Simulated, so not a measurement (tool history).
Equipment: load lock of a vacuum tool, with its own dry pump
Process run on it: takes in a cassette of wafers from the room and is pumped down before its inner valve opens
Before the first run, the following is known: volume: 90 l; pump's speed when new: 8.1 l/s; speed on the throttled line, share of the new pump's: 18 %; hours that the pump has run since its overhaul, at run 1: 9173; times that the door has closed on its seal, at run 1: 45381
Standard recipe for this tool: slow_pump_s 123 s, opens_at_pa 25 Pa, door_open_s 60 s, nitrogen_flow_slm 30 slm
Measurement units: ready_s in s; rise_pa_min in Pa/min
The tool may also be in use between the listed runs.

| run | hour | slow_pump_s | opens_at_pa | door_open_s | nitrogen_flow_slm | hours that the pump has run since its overhaul | times that the door has closed on its seal | incoming humidity of the room's air, % | ready_s | rise_pa_min |
|---|---|---|---|---|---|---|---|---|---|---|
| 1 | 0 | 123 | 25 | 60 | 30 | 9173 | 45381 | 47 | 198.3 | 0.336 |
| 2 | 239.2 | 123 | 24 | 60 | 30 | 9412 | 46513 | 45.9 | 198 | 0.364 |
| 3 | 423.3 | 123 | 24 | 60 | 30 | 9597 | 47385 | 44.6 | 198.3 | 0.369 |
| 4 | 720.5 | 123 | 24 | 60 | 30 | 9894 | 48793 | 46.7 | 199.2 | 0.373 |
| 5 | 945 | 123 | 24 | 60 | 30 | 10118 | 49856 | 44.8 | 198.7 | 0.391 |
| 6 | 1213.4 | 123 | 25 | 60 | 30 | 10387 | 51127 | 47.3 | 199.2 | 0.393 |
| 7 | 1435.7 | 123 | 25 | 60 | 30 | 10609 | 52180 | 45.8 | 198.4 | 0.416 |
| 8 | 1623.7 | 152 | 25 | 60 | 30 | 10797 | 53070 | 45.1 | 221.6 | 0.419 |
| 9 | 1893.9 | 164 | 25 | 60 | 30 | 11067 | 54349 | 44.2 | 232.3 | 0.425 |
| 10 | 2149.7 | 164 | 25 | 60 | 30 | 11323 | 55561 | 45 | 232.9 | 0.44 |
| 11 | 2385.6 | 123 | 25 | 169 | 30 | 11559 | 56678 | 48 | 198.4 | 0.476 |
| 12 | 2587.2 | 123 | 25 | 169 | 30 | 11760 | 57633 | 43.5 | 198.3 | 0.495 |
| 13 | 2803 | 123 | 25 | 169 | 30 | 11976 | 58654 | 46.5 | 199 | 0.505 |
| 14 | 2948.9 | 123 | 25 | 169 | 30 | 12122 | 59346 | 47.9 | 199.2 | 0.513 |
| 15 | 3162.1 | 123 | 25 | 60 | 30 | 12335 | 60355 | 45.7 | 198.5 | 0.5 |
| 16 | 3333.6 | 123 | 25 | 60 | 30 | 12507 | 61167 | 45 | 199.5 | 0.51 |
| 17 | 3636.4 | 123 | 25 | 60 | 24 | 12810 | 62601 | 46 | 199.1 | 0.548 |
| 18 | 3777.9 | 123 | 25 | 60 | 24 | 12951 | 63272 | 45.2 | 200.1 | 0.546 |
| 19 | 3926.6 | 123 | 48 | 60 | 30 | 13100 | 63976 | 48.8 | 190.3 | 0.536 |
|  | 3979.5 | door's seal changed, seat wiped |
| 20 | 4080.9 | 82 | 25 | 60 | 30 | 13253 | 480 | 45.5 | 166.6 | 0.028 |
| 21 | 4210.8 | 110 | 25 | 60 | 16 | 13383 | 1095 | 44.6 | 188.9 | 0.04 |
| 22 | 4357.7 | 110 | 23 | 40 | 16 | 13529 | 1791 | 45 | 190.5 | 0.033 |
| 23 | 4484.4 | 110 | 23 | 40 | 16 | 13656 | 2391 | 42.3 | 190.4 | 0.033 |
| 24 | 4751 | 182 | 35 | 31 | 8 | 13923 | 3653 | 46.5 | 243 | 0.04 |
| 25 | 5056.3 | 182 | 39 | 119 | 28 | 14228 | 5100 | 43.7 | 241.2 | 0.057 |
| 26 | 5353.6 | 182 | 39 | 119 | 28 | 14525 | 6507 | 42.8 | 242.5 | 0.059 |
| 27 | 5538.9 | 148 | 38 | 84 | 28 | 14711 | 7385 | 47.4 | 214.5 | 0.063 |
| 28 | 5832.5 | 71 | 21 | 60 | 7 | 15004 | 8775 | 48.4 | 161.2 | 0.078 |
| 29 | 6023.8 | 185 | 22 | 126 | 39 | 15196 | 9681 | 43.8 | 250.2 | 0.061 |
| 30 | 6297.1 | 101 | 38 | 141 | 6 | 15469 | 10975 | 45.1 | 177.2 | 0.113 |
| 31 | 6535.2 | 123 | 32 | 189 | 30 | 15707 | 12103 | 43.9 | 198.1 | 0.091 |

Take each entry between the runs: how does the hidden state at the last listed run before it differ from the hidden state at the first listed run after it?
After run 19, before run 20: door's seal changed, seat wiped (hour 3979.5)
  pump's speed, % of a new pump's: 92.3 -> 92.2; leak at the door's seal, Pa l/s: 0.7843 -> 0.0025
  measured result minus the result with no hidden state, ready_s: +5.2 -> +6.6 s; rise_pa_min: +0.512 -> +0 Pa/min
